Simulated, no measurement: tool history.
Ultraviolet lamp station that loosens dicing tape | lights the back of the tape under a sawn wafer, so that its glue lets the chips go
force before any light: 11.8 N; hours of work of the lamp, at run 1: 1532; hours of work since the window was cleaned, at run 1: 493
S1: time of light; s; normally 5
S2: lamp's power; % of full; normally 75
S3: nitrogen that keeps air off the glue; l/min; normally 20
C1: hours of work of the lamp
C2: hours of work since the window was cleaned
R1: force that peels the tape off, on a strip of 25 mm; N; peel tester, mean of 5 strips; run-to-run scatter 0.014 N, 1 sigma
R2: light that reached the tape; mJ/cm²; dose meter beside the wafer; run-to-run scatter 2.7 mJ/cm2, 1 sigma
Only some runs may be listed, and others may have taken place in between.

| run | hour | S1 | S2 | S3 | C1 | C2 | R1 | R2 |
|---|---|---|---|---|---|---|---|---|
| 1 | 0 | 5 | 75 | 20 | 1532 | 493 | 1.569 | 252 |
|  | 33.6 | window cleaned of glue's vapour |
| 2 | 41.7 | 5 | 75 | 20 | 1559 | 5 | 1.803 | 234 |
| 3 | 88.2 | 5 | 75 | 20 | 1589 | 36 | 1.841 | 230 |
| 4 | 138.2 | 5 | 75 | 20 | 1622 | 69 | 1.874 | 226 |
| 5 | 173.3 | 5 | 75 | 20 | 1645 | 92 | 1.882 | 227 |
| 6 | 215 | 5 | 75 | 20 | 1672 | 119 | 1.862 | 224 |
| 7 | 265.6 | 5 | 75 | 20 | 1705 | 152 | 1.939 | 219 |
|  | 297.2 | window cleaned of glue's vapour, once more |
| 8 | 312.1 | 5 | 75 | 30 | 1736 | 10 | 1.073 | 272 |
| 9 | 352.8 | 5 | 75 | 18 | 1762 | 36 | 1.466 | 268 |
|  | 366.7 | lamp changed |
| 10 | 422.6 | 5 | 72 | 20 | 37 | 82 | 0.781 | 345 |
| 11 | 470.3 | 5 | 72 | 20 | 68 | 113 | 0.816 | 342 |
| 12 | 505 | 5 | 72 | 20 | 91 | 136 | 0.854 | 336 |
| 13 | 547 | 5 | 72 | 20 | 118 | 163 | 0.854 | 335 |
| 14 | 621.5 | 3 | 72 | 20 | 167 | 212 | 2.388 | 199 |

What will run 15 give?
| 15 | 666.7 | 6 | 75 | 32 | 197 | 242 | ? | ? |

R1: 0.389 N
R2: 408 mJ/cm²
Without the tool's hidden state the same run would have given R1 0.306 N, R2 446 mJ/cm².
